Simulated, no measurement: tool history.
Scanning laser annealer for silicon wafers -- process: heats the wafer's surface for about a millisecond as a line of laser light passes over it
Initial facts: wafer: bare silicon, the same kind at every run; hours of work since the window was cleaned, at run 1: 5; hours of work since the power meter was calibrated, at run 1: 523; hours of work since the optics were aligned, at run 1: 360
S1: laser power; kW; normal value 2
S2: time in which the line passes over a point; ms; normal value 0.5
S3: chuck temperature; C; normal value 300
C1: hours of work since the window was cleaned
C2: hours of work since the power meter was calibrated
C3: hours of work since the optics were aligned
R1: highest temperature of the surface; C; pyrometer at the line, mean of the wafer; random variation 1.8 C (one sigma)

{"run": 1, "hour": 0.0, "S1": 2, "S2": 0.5, "S3": 300, "C1": 5, "C2": 523, "C3": 360, "R1": 1039}
{"run": 2, "hour": 14.6, "S1": 2, "S2": 0.54, "S3": 300, "C1": 13, "C2": 531, "C3": 368, "R1": 1069}
{"run": 3, "hour": 38.7, "S1": 2, "S2": 0.5, "S3": 279, "C1": 27, "C2": 545, "C3": 382, "R1": 1017}
{"run": 4, "hour": 63.3, "S1": 2, "S2": 0.5, "S3": 279, "C1": 41, "C2": 559, "C3": 396, "R1": 1017}
{"run": 5, "hour": 80.1, "S1": 2, "S2": 0.5, "S3": 279, "C1": 50, "C2": 569, "C3": 405, "R1": 1015}
{"run": 6, "hour": 96.6, "S1": 2, "S2": 0.5, "S3": 279, "C1": 60, "C2": 578, "C3": 415, "R1": 1016}
{"run": 7, "hour": 121.1, "S1": 2, "S2": 0.5, "S3": 279, "C1": 74, "C2": 592, "C3": 429, "R1": 1014}
{"run": 8, "hour": 136.5, "S1": 2, "S2": 0.5, "S3": 279, "C1": 82, "C2": 601, "C3": 438, "R1": 1009}
{"run": 9, "hour": 149.6, "S1": 2, "S2": 0.5, "S3": 335, "C1": 90, "C2": 608, "C3": 445, "R1": 1069}
{"run": 10, "hour": 171.0, "S1": 2, "S2": 0.5, "S3": 335, "C1": 102, "C2": 620, "C3": 457, "R1": 1063}
{"run": 11, "hour": 187.7, "S1": 1.833, "S2": 0.5, "S3": 300, "C1": 112, "C2": 630, "C3": 467, "R1": 962}
{"run": 12, "hour": 205.9, "S1": 1.979, "S2": 0.48, "S3": 331, "C1": 122, "C2": 640, "C3": 477, "R1": 1039}
{"run": 13, "hour": 233.7, "S1": 1.979, "S2": 0.48, "S3": 331, "C1": 138, "C2": 656, "C3": 493, "R1": 1033}
{"run": 14, "hour": 249.0, "S1": 1.979, "S2": 0.48, "S3": 331, "C1": 146, "C2": 665, "C3": 501, "R1": 1035}
{"run": 15, "hour": 270.3, "S1": 2.136, "S2": 0.496, "S3": 300, "C1": 158, "C2": 677, "C3": 514, "R1": 1074}
{"run": 16, "hour": 282.8, "S1": 2.136, "S2": 0.496, "S3": 300, "C1": 166, "C2": 684, "C3": 521, "R1": 1071}
{"run": 17, "hour": 308.7, "S1": 1.723, "S2": 0.5, "S3": 338, "C1": 180, "C2": 699, "C3": 535, "R1": 945}
{"run": 18, "hour": 324.7, "S1": 1.723, "S2": 0.449, "S3": 338, "C1": 189, "C2": 708, "C3": 544, "R1": 915}
{"run": 19, "hour": 337.1, "S1": 2.056, "S2": 0.38, "S3": 295, "C1": 196, "C2": 715, "C3": 551, "R1": 942}

Results per run with the tool's hidden condition removed, run-to-run variation unchanged:
The hidden state here: light that passes the window, % of a clean one's; laser's true power over the reading, %; width of the line over the set one, %; drift of the gauge itself on peak_c, C.
run=1 R1=1049
run=2 R1=1080
run=3 R1=1029
run=4 R1=1030
run=5 R1=1030
run=6 R1=1032
run=7 R1=1032
run=8 R1=1028
run=9 R1=1090
run=10 R1=1085
run=11 R1=983
run=12 R1=1063
run=13 R1=1058
run=14 R1=1061
run=15 R1=1105
run=16 R1=1103
run=17 R1=972
run=18 R1=941
run=19 R1=972
